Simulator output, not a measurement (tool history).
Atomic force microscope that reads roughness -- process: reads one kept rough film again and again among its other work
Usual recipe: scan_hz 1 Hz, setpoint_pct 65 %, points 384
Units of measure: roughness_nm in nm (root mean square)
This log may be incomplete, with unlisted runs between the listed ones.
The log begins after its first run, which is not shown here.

run   hour  scan_hz  setpoint_pct  points  roughness_nm
  2   18.9        1            65     457         1.999
  3   51.4     1.63            65     384         1.884
  4   85.7     1.63            65     384         1.842
      96.2  -- new tip fitted
  5  123.1     1.63            65     384         2.166
  6  140.8     1.63            65     384         2.129
  7  158.9     1.63            65     384         2.085
  8  193.2     1.63            65     384         2.022
  9  211.7     2.76            65     384         1.898
 10  245.7     1.74            65     384         1.904
 11  281.8     1.31            65     384          1.86
     309.7  -- new tip fitted
 12  313.7     1.31            65     384         2.255
 13  349.4     0.72            65     384         2.227
 14  382.5        1            61     384         2.139
 15  402.3     1.42            65     384         2.063
 16  437.6     1.42            65     384         1.983
 17  465.5     1.42            65     384         1.934
 18    486     1.42            65     384          1.91
 19  518.2     1.42            65     384         1.837
     521.7  -- new tip fitted
 20  534.9     1.42            65     384         2.231
 21  560.3        1            65     436         2.207

Run 22 has not been measured yet. What should we expect?
 22  579.1     2.47            72     407             ?

Run 22 gave roughness_nm 1.991 nm (root mean square).
With the hidden condition absent and the run-to-run variation left alone, this run would have shown roughness_nm 2.112 nm (root mean square).
